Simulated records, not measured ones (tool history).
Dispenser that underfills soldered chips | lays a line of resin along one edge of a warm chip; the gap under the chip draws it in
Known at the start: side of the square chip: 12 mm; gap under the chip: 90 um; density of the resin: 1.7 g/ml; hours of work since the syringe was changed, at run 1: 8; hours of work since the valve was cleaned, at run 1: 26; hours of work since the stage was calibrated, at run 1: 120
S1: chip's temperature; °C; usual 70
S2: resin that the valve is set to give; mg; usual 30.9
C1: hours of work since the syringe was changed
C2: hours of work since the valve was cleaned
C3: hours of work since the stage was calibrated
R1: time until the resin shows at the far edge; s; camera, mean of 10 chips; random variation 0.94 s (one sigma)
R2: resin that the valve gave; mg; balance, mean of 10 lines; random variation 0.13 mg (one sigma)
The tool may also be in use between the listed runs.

run 1 hour=0.0 | S1=70 S2=30.9 | C1=8 C2=26 C3=120 | R1=142.9 R2=30.28
-- hour=3.3 new syringe of resin
run 2 hour=16.1 | S1=70 S2=30.9 | C1=9 C2=37 C3=131 | R1=156.9 R2=30.09
-- hour=17.3 new syringe of resin
-- hour=31.4 new syringe of resin
run 3 hour=31.6 | S1=70 S2=30.9 | C1=0 C2=48 C3=142 | R1=87.6 R2=29.90
-- hour=46.3 new syringe of resin
run 4 hour=47.5 | S1=70 S2=34.3 | C1=1 C2=60 C3=154 | R1=89.7 R2=32.94
run 5 hour=55.3 | S1=84 S2=30.9 | C1=7 C2=66 C3=160 | R1=70.9 R2=29.39
-- hour=61.0 new syringe of resin
run 6 hour=63.2 | S1=70 S2=34.7 | C1=2 C2=71 C3=165 | R1=97.3 R2=32.84
run 7 hour=74.2 | S1=58 S2=30.9 | C1=10 C2=79 C3=173 | R1=286.7 R2=29.19
-- hour=75.2 new syringe of resin
run 8 hour=86.6 | S1=58 S2=30.9 | C1=8 C2=88 C3=182 | R1=259.1 R2=29.04
-- hour=89.7 new syringe of resin
run 9 hour=93.9 | S1=58 S2=30.9 | C1=3 C2=94 C3=188 | R1=189.3 R2=28.96

Run 10 comes next. What will it give?
-- hour=102.4 dispensing valve cleaned and set on the balance
-- hour=104.7 new syringe of resin
run 10 hour=110.7 | S1=79 S2=26.3 | C1=4 C2=6 C3=199 | R1=? R2=?

Run 10 gave R1 79.3 s, R2 26.55 mg.
Without the tool's hidden state the same run would have given R1 61.9 s, R2 26.65 mg.
